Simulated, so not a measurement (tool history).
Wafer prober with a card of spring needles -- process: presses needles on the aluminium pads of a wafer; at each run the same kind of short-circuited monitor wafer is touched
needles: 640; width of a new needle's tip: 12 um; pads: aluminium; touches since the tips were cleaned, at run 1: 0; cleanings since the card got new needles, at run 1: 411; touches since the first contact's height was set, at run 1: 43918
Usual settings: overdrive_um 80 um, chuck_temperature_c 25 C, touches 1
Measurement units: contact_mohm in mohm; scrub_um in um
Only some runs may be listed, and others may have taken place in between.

run   hour  overdrive_um  chuck_temperature_c  touches  touches since the tips were cleaned  cleanings since the card got new needles  touches since the first contact's height was set  contact_mohm  scrub_um
  1      0            80                   25        1                                    0                                       411                                             43918           241      18.5
       7.3  -- tips cleaned on abrasive film
      14.6  -- tips cleaned on abrasive film
      21.8  -- tips cleaned on abrasive film
      27.7  -- tips cleaned on abrasive film
        35  -- tips cleaned on abrasive film
      42.3  -- tips cleaned on abrasive film
      48.1  -- tips cleaned on abrasive film
      55.4  -- tips cleaned on abrasive film
      67.4  -- card fitted with new needles
      74.7  -- tips cleaned on abrasive film
      80.5  -- tips cleaned on abrasive film
      87.8  -- tips cleaned on abrasive film
  2     88            80                   25        1                                   75                                         3                                              6554           233     19.25
      93.9  -- tips cleaned on abrasive film
     101.1  -- tips cleaned on abrasive film
     108.4  -- tips cleaned on abrasive film
     114.3  -- tips cleaned on abrasive film
     121.6  -- tips cleaned on abrasive film
     128.8  -- tips cleaned on abrasive film
     136.1  -- tips cleaned on abrasive film
     143.4  -- tips cleaned on abrasive film
  3    145            80                   25        1                                  516                                        11                                             24654           236     19.09
     149.4  -- tips cleaned on abrasive film
     156.7  -- tips cleaned on abrasive film
       164  -- tips cleaned on abrasive film
     171.3  -- tips cleaned on abrasive film
     177.1  -- tips cleaned on abrasive film
     184.4  -- tips cleaned on abrasive film
  4  185.4            80                   25        1                                  324                                        17                                             37477           242     18.79
     191.2  -- tips cleaned on abrasive film
     198.5  -- tips cleaned on abrasive film
     204.4  -- tips cleaned on abrasive film
     211.7  -- tips cleaned on abrasive film
     218.9  -- tips cleaned on abrasive film
     226.2  -- tips cleaned on abrasive film
     233.5  -- tips cleaned on abrasive film
     239.3  -- tips cleaned on abrasive film
     246.6  -- tips cleaned on abrasive film
     252.5  -- tips cleaned on abrasive film
     259.8  -- tips cleaned on abrasive film
  5  260.5            80                   25        1                                  252                                        28                                             61331           235     18.48
     266.4  -- tips cleaned on abrasive film
     273.7  -- tips cleaned on abrasive film
     279.5  -- tips cleaned on abrasive film
     286.8  -- tips cleaned on abrasive film
     294.1  -- tips cleaned on abrasive film
  6  296.5            80                   25        2                                  779                                        33                                             72754           235      18.4
     300.9  -- tips cleaned on abrasive film
     308.2  -- tips cleaned on abrasive film
     315.5  -- tips cleaned on abrasive film
     322.7  -- tips cleaned on abrasive film
       330  -- tips cleaned on abrasive film
  7  333.3            80                   25        1                                 1070                                        38                                             84468           239     18.28
     336.3  -- tips cleaned on abrasive film
     342.2  -- tips cleaned on abrasive film
     349.4  -- tips cleaned on abrasive film
     356.7  -- tips cleaned on abrasive film
       364  -- tips cleaned on abrasive film
     369.8  -- tips cleaned on abrasive film
     377.1  -- tips cleaned on abrasive film
  8  377.7            80                   25        1                                  171                                        45                                             98520           239     18.17
     383.5  -- tips cleaned on abrasive film
     390.8  -- tips cleaned on abrasive film
     398.1  -- tips cleaned on abrasive film
     405.4  -- tips cleaned on abrasive film
     411.2  -- tips cleaned on abrasive film
     418.5  -- tips cleaned on abrasive film
     424.3  -- tips cleaned on abrasive film
     431.6  -- tips cleaned on abrasive film
     438.9  -- tips cleaned on abrasive film
  9  443.8            80                   25        1                                 1579                                        54                                            119536           250     17.89
     445.3  -- tips cleaned on abrasive film
     452.6  -- tips cleaned on abrasive film
     459.9  -- tips cleaned on abrasive film
     467.2  -- tips cleaned on abrasive film
       473  -- tips cleaned on abrasive film
     480.3  -- tips cleaned on abrasive film
     487.6  -- tips cleaned on abrasive film
     494.9  -- tips cleaned on abrasive film
     501.8  -- tips cleaned on abrasive film
 10  501.8            80                   25        1                                    0                                        63                                            137948           233     17.97
     509.1  -- tips cleaned on abrasive film
     516.4  -- tips cleaned on abrasive film
     522.2  -- tips cleaned on abrasive film
     529.5  -- tips cleaned on abrasive film
     536.8  -- tips cleaned on abrasive film
     544.1  -- tips cleaned on abrasive film
     551.4  -- tips cleaned on abrasive film
     558.7  -- tips cleaned on abrasive film
     565.9  -- tips cleaned on abrasive film
     573.2  -- tips cleaned on abrasive film
     580.5  -- tips cleaned on abrasive film
 11  581.4            80                   25        1                                  279                                        74                                            163217           241     17.59
     587.2  -- tips cleaned on abrasive film
     594.5  -- tips cleaned on abrasive film
     600.3  -- tips cleaned on abrasive film
     607.6  -- tips cleaned on abrasive film
     614.9  -- tips cleaned on abrasive film
     622.2  -- tips cleaned on abrasive film
       628  -- tips cleaned on abrasive film
 12  633.7            80                   25        1                                 1833                                        81                                            179859           254     17.76
     635.3  -- tips cleaned on abrasive film
     642.5  -- tips cleaned on abrasive film
     649.8  -- tips cleaned on abrasive film
     657.1  -- tips cleaned on abrasive film
     664.4  -- tips cleaned on abrasive film
     671.7  -- tips cleaned on abrasive film
     678.9  -- tips cleaned on abrasive film
     686.2  -- tips cleaned on abrasive film
     693.5  -- tips cleaned on abrasive film
 13  693.6            80                   25        1                                   41                                        90                                            198875           233     16.82
     699.5  -- tips cleaned on abrasive film
     706.8  -- tips cleaned on abrasive film
     712.6  -- tips cleaned on abrasive film
     719.9  -- tips cleaned on abrasive film
     727.2  -- tips cleaned on abrasive film
       733  -- tips cleaned on abrasive film
     740.3  -- tips cleaned on abrasive film
     746.1  -- tips cleaned on abrasive film
 14  748.6            80                   33        1                                  799                                        98                                            216336           245     17.18
     750.4  -- height of the first contact set anew
     753.3  -- tips cleaned on abrasive film
     760.6  -- tips cleaned on abrasive film
     767.9  -- tips cleaned on abrasive film
     775.2  -- tips cleaned on abrasive film
       781  -- tips cleaned on abrasive film
     788.3  -- tips cleaned on abrasive film
     794.2  -- tips cleaned on abrasive film
     800.2  -- tips cleaned on abrasive film
 15  800.2            85                   70        1                                    0                                       106                                             15801           248     20.16
     806.1  -- tips cleaned on abrasive film
     813.3  -- tips cleaned on abrasive film
     819.2  -- tips cleaned on abrasive film
     826.5  -- tips cleaned on abrasive film
     832.3  -- tips cleaned on abrasive film
     839.6  -- tips cleaned on abrasive film
     846.9  -- tips cleaned on abrasive film
     852.7  -- tips cleaned on abrasive film
     858.7  -- tips cleaned on abrasive film
 16  858.7            85                  105        1                                    0                                       115                                             34370           255     20.01
     864.6  -- tips cleaned on abrasive film
     871.9  -- tips cleaned on abrasive film
     879.1  -- tips cleaned on abrasive film
     886.4  -- tips cleaned on abrasive film
     893.7  -- tips cleaned on abrasive film
       901  -- tips cleaned on abrasive film
     908.3  -- tips cleaned on abrasive film
     915.6  -- tips cleaned on abrasive film
     922.8  -- tips cleaned on abrasive film
     930.1  -- tips cleaned on abrasive film
 17  931.7            99                   90        2                                  518                                       125                                             57567           251     23.24

Alternative continuations, all from the tool just after run 17; predict every row:
      936.1  -- tips cleaned on abrasive film
      943.4  -- tips cleaned on abrasive film
      950.7  -- tips cleaned on abrasive film
      956.6  -- tips cleaned on abrasive film
      963.8  -- tips cleaned on abrasive film
      971.1  -- tips cleaned on abrasive film
      978.4  -- tips cleaned on abrasive film
      985.7  -- tips cleaned on abrasive film
        993  -- tips cleaned on abrasive film
     1000.2  -- tips cleaned on abrasive film
  A  1004.1            78                   25        2                                 1227                                       135                                             80546             ?         ?
      936.1  -- tips cleaned on abrasive film
      943.4  -- tips cleaned on abrasive film
      950.7  -- tips cleaned on abrasive film
      956.6  -- tips cleaned on abrasive film
      963.8  -- tips cleaned on abrasive film
      971.1  -- tips cleaned on abrasive film
      978.4  -- tips cleaned on abrasive film
      985.7  -- tips cleaned on abrasive film
        993  -- tips cleaned on abrasive film
     1000.2  -- tips cleaned on abrasive film
  B  1004.1            90                   90        1                                 1227                                       135                                             80546             ?         ?
      936.1  -- tips cleaned on abrasive film
      943.4  -- tips cleaned on abrasive film
      950.7  -- tips cleaned on abrasive film
      956.6  -- tips cleaned on abrasive film
      963.8  -- tips cleaned on abrasive film
      971.1  -- tips cleaned on abrasive film
      978.4  -- tips cleaned on abrasive film
      985.7  -- tips cleaned on abrasive film
        993  -- tips cleaned on abrasive film
     1000.2  -- tips cleaned on abrasive film
  C  1004.1            99                   90        2                                 1227                                       135                                             80546             ?         ?
      936.1  -- tips cleaned on abrasive film
      943.4  -- tips cleaned on abrasive film
      950.7  -- tips cleaned on abrasive film
      956.6  -- tips cleaned on abrasive film
      963.8  -- tips cleaned on abrasive film
      971.1  -- tips cleaned on abrasive film
      978.4  -- tips cleaned on abrasive film
      985.7  -- tips cleaned on abrasive film
        993  -- tips cleaned on abrasive film
     1000.2  -- tips cleaned on abrasive film
  D  1004.1            95                   90        2                                 1227                                       135                                             80546             ?         ?
      936.1  -- tips cleaned on abrasive film
      943.4  -- tips cleaned on abrasive film
      950.7  -- tips cleaned on abrasive film
      956.6  -- tips cleaned on abrasive film
      963.8  -- tips cleaned on abrasive film
      971.1  -- tips cleaned on abrasive film
      978.4  -- tips cleaned on abrasive film
      985.7  -- tips cleaned on abrasive film
        993  -- tips cleaned on abrasive film
     1000.2  -- tips cleaned on abrasive film
  E  1004.1            80                  107        1                                 1227                                       135                                             80546             ?         ?

run  contact_mohm  scrub_um
  A           242     17.93
  B           261     20.69
  C           252     22.56
  D           254     22.12
  E           267     18.26
Without the tool's hidden state the same runs would have given:
run  contact_mohm  scrub_um
  A           231     18.63
  B           250     21.39
  C           248     23.26
  D           249     22.83
  E           253     18.95

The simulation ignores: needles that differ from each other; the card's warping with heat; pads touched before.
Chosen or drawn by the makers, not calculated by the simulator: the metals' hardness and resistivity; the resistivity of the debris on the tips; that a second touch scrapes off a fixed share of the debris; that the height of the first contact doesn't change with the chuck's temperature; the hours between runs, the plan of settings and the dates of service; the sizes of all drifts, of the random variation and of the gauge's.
